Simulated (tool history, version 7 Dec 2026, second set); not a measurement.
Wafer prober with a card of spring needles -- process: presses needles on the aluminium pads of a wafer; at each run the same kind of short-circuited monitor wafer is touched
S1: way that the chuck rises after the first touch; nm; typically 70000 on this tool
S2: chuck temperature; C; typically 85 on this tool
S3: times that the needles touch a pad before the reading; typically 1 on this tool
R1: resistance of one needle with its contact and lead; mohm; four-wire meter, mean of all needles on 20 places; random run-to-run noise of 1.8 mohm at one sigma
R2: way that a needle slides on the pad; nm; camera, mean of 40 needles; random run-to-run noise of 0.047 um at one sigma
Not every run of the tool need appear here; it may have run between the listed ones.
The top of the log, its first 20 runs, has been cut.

run   hour     S1   S2  S3   R1     R2
     393.0  -- tips cleaned on abrasive film
 21  403.5  51000   81   1  269  12100
     407.7  -- tips cleaned on abrasive film
 22  420.5  51000   83   1  281  12050
     423.0  -- tips cleaned on abrasive film
     437.3  -- tips cleaned on abrasive film
 23  442.8  51000   83   1  249  12020
     452.2  -- tips cleaned on abrasive film
     452.5  -- height of the first contact set anew
 24  458.7  89000   58   3  183  22880
     468.5  -- tips cleaned on abrasive film
     484.0  -- tips cleaned on abrasive film
 25  484.1  56000   85   1  194  14350
     499.0  -- tips cleaned on abrasive film
     514.1  -- tips cleaned on abrasive film
 26  514.1  83000  109   1  188  21210
     530.5  -- tips cleaned on abrasive film
 27  533.1  70000   57   2  193  17740
     545.5  -- tips cleaned on abrasive film
 28  547.1  70000   57   2  190  17770
     561.1  -- tips cleaned on abrasive film
     575.3  -- tips cleaned on abrasive film
 29  576.8  56000   81   2  200  14180
     590.5  -- tips cleaned on abrasive film
 30  593.1  71000   85   1  200  18080
     604.5  -- tips cleaned on abrasive film
 31  615.5  54000   85   1  260  13610

3 ways to go on from here, each from the tool as it stands after run 31. What would each give?
     619.3  -- tips cleaned on abrasive film
  A  629.2  56000  85   1   ?   ?
     619.3  -- tips cleaned on abrasive film
  B  629.2  68000  85   1   ?   ?
     619.3  -- tips cleaned on abrasive film
  C  629.2  79000  85   2   ?   ?

run   R1     R2
  A  250  14070
  B  226  17200
  C  201  20020
With no hidden state in the tool, these same runs would have given:
run   R1     R2
  A  186  14350
  B  182  17490
  C  180  20300
